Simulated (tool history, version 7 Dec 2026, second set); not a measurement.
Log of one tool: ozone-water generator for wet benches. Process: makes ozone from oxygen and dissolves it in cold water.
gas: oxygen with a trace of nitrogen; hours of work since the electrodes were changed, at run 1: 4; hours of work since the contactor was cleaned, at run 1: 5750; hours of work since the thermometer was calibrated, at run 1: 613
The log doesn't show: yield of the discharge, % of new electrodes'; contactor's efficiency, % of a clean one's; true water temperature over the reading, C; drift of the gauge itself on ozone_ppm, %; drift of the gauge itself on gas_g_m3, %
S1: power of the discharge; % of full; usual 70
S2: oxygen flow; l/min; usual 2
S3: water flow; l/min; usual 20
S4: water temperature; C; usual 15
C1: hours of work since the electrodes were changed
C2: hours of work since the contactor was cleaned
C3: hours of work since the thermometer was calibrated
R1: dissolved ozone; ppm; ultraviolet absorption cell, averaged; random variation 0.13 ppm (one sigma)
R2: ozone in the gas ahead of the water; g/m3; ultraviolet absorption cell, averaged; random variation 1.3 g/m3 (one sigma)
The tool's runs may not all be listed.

run	hour	S1	S2	S3	S4	C1	C2	C3	R1	R2
1	0	70	2	20	15	4	5750	613	13.7	244.9
2	47.4	70	2	20	15	36	5781	644	13.6	245
3	107.7	70	2	20	15	75	5821	684	13.9	244.9
4	179.8	70	2	20	15	123	5868	731	13.9	245.7
5	217.6	70	2	20	15	148	5893	756	13.9	242.3
6	300.5	70	2	20	15	203	5948	811	13.9	246.6
7	383.1	70	2	20	15	257	6002	865	13.9	244.6
8	449.6	70	2	20	15	301	6046	909	13.7	246.2
9	505	70	2	17	15	337	6083	945	16.2	245.5
10	562	70	2	17	15	375	6120	983	16.3	243.9
11	600.9	70	2	17	15	400	6146	1009	16.1	245.9
# hour 642.1: contactor cleaned
12	686.9	70	2	17	15	454	30	1063	16.2	244.9
13	770	70	2	15	15	509	84	1117	17.8	246.6
14	848.7	70	3.25	20	15	561	136	1169	16.4	205.6
15	925	55	3.25	20	14	611	186	1220	14.6	180.4
16	964.2	55	3.25	20	14	637	212	1245	14.6	181.1
17	998.4	55	3.25	20	14	660	235	1268	14.7	182.6
18	1079	55	3.25	20	14	713	288	1321	14.7	181.2
19	1135	70	2	15	22	750	325	1358	17	247.5
20	1197.6	45	2	16	17	791	366	1399	13.2	198.5
21	1255	45	2	16	17	829	404	1437	13.3	199.7
22	1313.2	45	2	16	17	867	442	1475	13.2	198.1
23	1387.2	45	2	16	17	916	491	1524	13.5	197.7
24	1442.2	76	2	20	9	952	527	1560	15.1	260.6
25	1514.9	41	1.04	15	12	1000	575	1608	10.6	243.8

Forecast run 26:
26	1552.6	49	2.68	15	13	1025	600	1633	?	?

{"run 26": {"R1": 16.7, "R2": 185.9}}
Without the tool's hidden state the same run would have given R1 16.7 ppm, R2 181 g/m3.

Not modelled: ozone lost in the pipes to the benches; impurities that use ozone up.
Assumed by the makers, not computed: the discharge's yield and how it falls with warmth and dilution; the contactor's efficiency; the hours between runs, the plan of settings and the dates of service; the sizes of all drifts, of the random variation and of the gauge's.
